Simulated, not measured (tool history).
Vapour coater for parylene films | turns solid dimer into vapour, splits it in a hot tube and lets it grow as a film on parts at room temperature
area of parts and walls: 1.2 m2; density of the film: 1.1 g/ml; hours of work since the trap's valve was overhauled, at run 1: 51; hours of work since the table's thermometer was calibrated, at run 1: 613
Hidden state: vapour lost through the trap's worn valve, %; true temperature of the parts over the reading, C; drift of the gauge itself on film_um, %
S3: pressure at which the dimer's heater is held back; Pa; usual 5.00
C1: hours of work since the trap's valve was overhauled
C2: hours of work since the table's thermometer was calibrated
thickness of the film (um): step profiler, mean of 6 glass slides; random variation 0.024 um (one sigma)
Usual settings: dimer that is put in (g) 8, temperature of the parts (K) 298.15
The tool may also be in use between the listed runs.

Run 1, day 0.000: usual settings; C1 51; C2 613. Result: thickness of the film (um) 2.78.
Run 2, day 0.458: usual settings; C1 61; C2 622. Result: thickness of the film (um) 2.74.
Run 3, day 1.021: usual settings but S3 10.51 Pa; C1 72; C2 634. Result: thickness of the film (um) 2.35.
Run 4, day 1.442: usual settings but S3 10.51 Pa; C1 81; C2 642. Result: thickness of the film (um) 2.37.
Run 5, day 1.929: usual settings; C1 91; C2 652. Result: thickness of the film (um) 2.78.
Run 6, day 2.342: usual settings; C1 99; C2 661. Result: thickness of the film (um) 2.78.
Run 7, day 2.979: usual settings; C1 112; C2 674. Result: thickness of the film (um) 2.74.
Run 8, day 3.671: usual settings but S3 2.50 Pa; C1 126; C2 688. Result: thickness of the film (um) 3.18.
Run 9, day 4.083: usual settings but S3 2.50 Pa; C1 135; C2 696. Result: thickness of the film (um) 3.23.
Run 10, day 4.829: usual settings but S3 2.50 Pa; C1 150; C2 712. Result: thickness of the film (um) 3.16.
Run 11, day 5.421: usual settings but S3 2.50 Pa; C1 162; C2 724. Result: thickness of the film (um) 3.18.
Run 12, day 5.912: usual settings but dimer that is put in (g) 7, S3 2.50 Pa; C1 172; C2 734. Result: thickness of the film (um) 2.76.
Run 13, day 6.746: usual settings but dimer that is put in (g) 7, S3 2.50 Pa; C1 189; C2 751. Result: thickness of the film (um) 2.79.
Run 14, day 7.088: usual settings but dimer that is put in (g) 7, S3 2.50 Pa; C1 196; C2 758. Result: thickness of the film (um) 2.76.
Run 15, day 7.471: usual settings but dimer that is put in (g) 7, S3 2.50 Pa; C1 204; C2 766. Result: thickness of the film (um) 2.78.
Run 16, day 8.217: usual settings but dimer that is put in (g) 7, S3 3.24 Pa; C1 220; C2 781. Result: thickness of the film (um) 2.61.
Run 17, day 8.921: usual settings but dimer that is put in (g) 7, S3 3.24 Pa; C1 234; C2 796. Result: thickness of the film (um) 2.65.
Run 18, day 9.433: usual settings but dimer that is put in (g) 7, S3 3.24 Pa; C1 244; C2 806. Result: thickness of the film (um) 2.64.
Run 19, day 10.017: usual settings but S3 2.22 Pa; C1 256; C2 818. Result: thickness of the film (um) 3.27.
Run 20, day 10.738: usual settings but temperature of the parts (K) 293.15; C1 271; C2 833. Result: thickness of the film (um) 3.20.
Run 21, day 11.225: usual settings but dimer that is put in (g) 6, temperature of the parts (K) 296.15, S3 2.61 Pa; C1 281; C2 843. Result: thickness of the film (um) 2.51.
Run 22, day 12.067: usual settings but temperature of the parts (K) 306.15, S3 11.84 Pa; C1 298; C2 860. Result: thickness of the film (um) 1.86.
Run 23, day 12.679: usual settings but dimer that is put in (g) 9, temperature of the parts (K) 307.15, S3 2.38 Pa; C1 311; C2 873. Result: thickness of the film (um) 2.80.
Run 24, day 13.238: usual settings but dimer that is put in (g) 6, temperature of the parts (K) 295.15, S3 2.87 Pa; C1 322; C2 884. Result: thickness of the film (um) 2.54.
Run 25, day 13.921: usual settings but dimer that is put in (g) 6, temperature of the parts (K) 295.15, S3 2.87 Pa; C1 336; C2 898. Result: thickness of the film (um) 2.50.
Run 26, day 14.625: usual settings but dimer that is put in (g) 4, temperature of the parts (K) 300.15, S3 3.35 Pa; C1 351; C2 912. Result: thickness of the film (um) 1.36.
Run 27, day 15.125: usual settings but dimer that is put in (g) 4, temperature of the parts (K) 300.15, S3 3.35 Pa; C1 361; C2 923. Result: thickness of the film (um) 1.41.
Run 28, day 15.800: usual settings but temperature of the parts (K) 294.15; C1 375; C2 937. Result: thickness of the film (um) 3.09.
Run 29, day 16.162: usual settings but temperature of the parts (K) 294.15; C1 382; C2 944. Result: thickness of the film (um) 3.07.
Run 30, day 16.721: usual settings but dimer that is put in (g) 5, temperature of the parts (K) 304.15, S3 5.81 Pa; C1 394; C2 955. Result: thickness of the film (um) 1.39.
Run 31, day 17.471: usual settings but dimer that is put in (g) 5, S3 6.95 Pa; C1 409; C2 971. Result: thickness of the film (um) 1.64.
Run 32, day 18.129: usual settings but dimer that is put in (g) 9, temperature of the parts (K) 291.15, S3 3.57 Pa; C1 423; C2 984. Result: thickness of the film (um) 4.04.
At day 18.742: trap's valve overhauled.
Run 33, day 19.042: usual settings but dimer that is put in (g) 5, temperature of the parts (K) 293.15, S3 4.93 Pa; C1 6; C2 1000. Result: thickness of the film (um) 2.00.
Run 34, day 19.512: usual settings but dimer that is put in (g) 5, temperature of the parts (K) 293.15, S3 8.71 Pa; C1 16; C2 1009. Result: thickness of the film (um) 1.77.
Run 35, day 19.896: usual settings but temperature of the parts (K) 303.15; C1 24; C2 1017. Result: thickness of the film (um) 2.44.
Run 36, day 20.442: usual settings but temperature of the parts (K) 303.15; C1 35; C2 1028. Result: thickness of the film (um) 2.40.
Run 37, day 21.154: usual settings but dimer that is put in (g) 12, temperature of the parts (K) 304.15, S3 2.93 Pa; C1 49; C2 1043. Result: thickness of the film (um) 3.92.
Run 38, day 21.550: usual settings but dimer that is put in (g) 5, temperature of the parts (K) 305.15, S3 2.26 Pa; C1 58; C2 1051. Result: thickness of the film (um) 1.68.
Run 39, day 22.392: usual settings but dimer that is put in (g) 3, temperature of the parts (K) 310.15, S3 10.95 Pa; C1 75; C2 1068. Result: thickness of the film (um) 0.60.

Hidden state at the last listed run before each entry between runs and at the first one after, where it differs:
Between runs 32 and 33: trap's valve overhauled (day 18.742)
  vapour lost through the trap's worn valve, %: 0.3 -> 0
